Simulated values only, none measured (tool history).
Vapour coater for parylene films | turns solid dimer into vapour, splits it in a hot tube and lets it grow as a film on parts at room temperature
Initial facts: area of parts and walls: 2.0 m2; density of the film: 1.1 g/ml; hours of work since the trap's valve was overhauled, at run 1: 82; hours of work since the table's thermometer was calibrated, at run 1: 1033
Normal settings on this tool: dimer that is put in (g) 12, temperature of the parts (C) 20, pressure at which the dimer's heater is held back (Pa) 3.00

run	hour	dimer that is put in (g)	temperature of the parts (C)	pressure at which the dimer's heater is held back (Pa)	hours of work since the trap's valve was overhauled	hours of work since the table's thermometer was calibrated	thickness of the film (µm)
1	0.0	12	20	3.00	82	1033	2.60
2	48.5	12	20	3.00	108	1059	2.54
3	108.4	12	17	3.00	139	1090	2.78
4	171.7	12	20	3.00	172	1124	2.50
5	237.3	12	20	3.00	207	1158	2.48
6	281.1	12	20	5.92	230	1181	2.19
7	316.3	12	20	5.92	248	1200	2.16
8	383.4	12	20	5.92	284	1235	2.12
# hour 447.6: trap's valve overhauled
9	455.5	12	20	3.00	4	1271	2.62
10	488.2	12	20	3.00	21	1288	2.65
11	539.9	12	20	3.00	49	1315	2.63
12	584.5	12	20	3.00	72	1339	2.56
13	620.1	12	20	8.65	91	1358	2.24
14	673.6	20	20	3.00	119	1386	4.20
15	736.8	12	28	3.00	152	1419	2.03
# hour 784.8: table's thermometer calibrated
16	810.3	12	28	3.00	190	13	2.01
17	881.2	12	28	3.00	228	51	2.01
18	951.5	12	25	3.00	265	88	2.10
19	984.0	12	25	3.00	282	105	2.13
20	1046.9	12	25	3.00	315	138	2.01
# hour 1054.5: trap's valve overhauled
21	1089.6	12	21	3.00	18	158	2.60
22	1143.9	12	21	3.00	47	187	2.59
23	1188.9	12	21	3.00	71	211	2.56
24	1242.5	12	20	3.00	99	239	2.58
25	1313.9	18	12	11.37	136	276	3.88

Run 26, settings as shown, results not yet in. Your forecast:
26	1382.8	18	12	2.07	173	313	?

{"run 26": {"thickness of the film (µm)": 4.91}}
With the hidden condition absent and the run-to-run variation left alone, this run would have shown thickness of the film (µm) 5.27.

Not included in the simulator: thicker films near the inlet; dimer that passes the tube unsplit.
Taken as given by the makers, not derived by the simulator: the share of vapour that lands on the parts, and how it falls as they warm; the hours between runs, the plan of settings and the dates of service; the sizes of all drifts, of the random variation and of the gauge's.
